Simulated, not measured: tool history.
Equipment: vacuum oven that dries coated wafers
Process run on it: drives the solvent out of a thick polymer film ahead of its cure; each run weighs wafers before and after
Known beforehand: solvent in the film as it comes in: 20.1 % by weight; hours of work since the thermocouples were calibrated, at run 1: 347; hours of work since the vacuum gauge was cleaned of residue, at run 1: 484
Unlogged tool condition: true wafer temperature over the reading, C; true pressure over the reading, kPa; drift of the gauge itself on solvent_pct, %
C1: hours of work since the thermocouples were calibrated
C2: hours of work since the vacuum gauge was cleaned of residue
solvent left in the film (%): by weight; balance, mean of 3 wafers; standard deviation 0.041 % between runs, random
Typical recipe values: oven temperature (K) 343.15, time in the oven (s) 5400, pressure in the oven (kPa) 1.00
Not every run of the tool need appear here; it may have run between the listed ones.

run 1 hour=0.0 | oven_temperature_(K)=343.15 time_in_the_oven_(s)=5400 pressure_in_the_oven_(kPa)=1.00 | C1=347 C2=484 | solvent_left_in_the_film_(%)=1.22
run 2 hour=32.8 | oven_temperature_(K)=343.15 time_in_the_oven_(s)=5400 pressure_in_the_oven_(kPa)=1.00 | C1=363 C2=500 | solvent_left_in_the_film_(%)=1.05
run 3 hour=52.7 | oven_temperature_(K)=343.15 time_in_the_oven_(s)=5400 pressure_in_the_oven_(kPa)=1.00 | C1=373 C2=510 | solvent_left_in_the_film_(%)=1.19
run 4 hour=74.2 | oven_temperature_(K)=343.15 time_in_the_oven_(s)=5400 pressure_in_the_oven_(kPa)=0.57 | C1=384 C2=521 | solvent_left_in_the_film_(%)=0.99
run 5 hour=103.3 | oven_temperature_(K)=343.15 time_in_the_oven_(s)=5400 pressure_in_the_oven_(kPa)=1.09 | C1=399 C2=535 | solvent_left_in_the_film_(%)=1.19
run 6 hour=126.5 | oven_temperature_(K)=330.15 time_in_the_oven_(s)=5400 pressure_in_the_oven_(kPa)=1.00 | C1=410 C2=547 | solvent_left_in_the_film_(%)=5.48
run 7 hour=152.2 | oven_temperature_(K)=330.15 time_in_the_oven_(s)=5400 pressure_in_the_oven_(kPa)=1.00 | C1=423 C2=560 | solvent_left_in_the_film_(%)=5.44
run 8 hour=167.6 | oven_temperature_(K)=330.15 time_in_the_oven_(s)=5400 pressure_in_the_oven_(kPa)=1.00 | C1=431 C2=567 | solvent_left_in_the_film_(%)=5.49
run 9 hour=186.3 | oven_temperature_(K)=330.15 time_in_the_oven_(s)=5400 pressure_in_the_oven_(kPa)=1.00 | C1=440 C2=577 | solvent_left_in_the_film_(%)=5.48
-- hour=190.6 oven's thermocouples calibrated
run 10 hour=205.6 | oven_temperature_(K)=330.15 time_in_the_oven_(s)=5400 pressure_in_the_oven_(kPa)=1.00 | C1=8 C2=585 | solvent_left_in_the_film_(%)=5.33
run 11 hour=229.1 | oven_temperature_(K)=350.15 time_in_the_oven_(s)=3600 pressure_in_the_oven_(kPa)=0.71 | C1=19 C2=597 | solvent_left_in_the_film_(%)=0.60
-- hour=245.2 oven's thermocouples calibrated, once more
run 12 hour=259.6 | oven_temperature_(K)=347.15 time_in_the_oven_(s)=5220 pressure_in_the_oven_(kPa)=1.00 | C1=7 C2=611 | solvent_left_in_the_film_(%)=0.80
run 13 hour=287.4 | oven_temperature_(K)=335.15 time_in_the_oven_(s)=4500 pressure_in_the_oven_(kPa)=2.62 | C1=21 C2=625 | solvent_left_in_the_film_(%)=5.65

Here are 4 independent what-if runs from the current tool condition. What would each one return?
run A hour=319.9 | oven_temperature_(K)=345.15 time_in_the_oven_(s)=8340 pressure_in_the_oven_(kPa)=0.80 | C1=37 C2=642 | solvent_left_in_the_film_(%)=?
run B hour=319.9 | oven_temperature_(K)=335.15 time_in_the_oven_(s)=3960 pressure_in_the_oven_(kPa)=2.68 | C1=37 C2=642 | solvent_left_in_the_film_(%)=?
run C hour=319.9 | oven_temperature_(K)=342.15 time_in_the_oven_(s)=5400 pressure_in_the_oven_(kPa)=0.59 | C1=37 C2=642 | solvent_left_in_the_film_(%)=?
run D hour=319.9 | oven_temperature_(K)=343.15 time_in_the_oven_(s)=5400 pressure_in_the_oven_(kPa)=0.85 | C1=37 C2=642 | solvent_left_in_the_film_(%)=?

run=A solvent_left_in_the_film_(%)=0.52
run=B solvent_left_in_the_film_(%)=6.26
run=C solvent_left_in_the_film_(%)=1.22
run=D solvent_left_in_the_film_(%)=1.23
Without the tool's hidden state the same runs would have given:
run=A solvent_left_in_the_film_(%)=0.41
run=B solvent_left_in_the_film_(%)=6.18
run=C solvent_left_in_the_film_(%)=1.12
run=D solvent_left_in_the_film_(%)=1.13
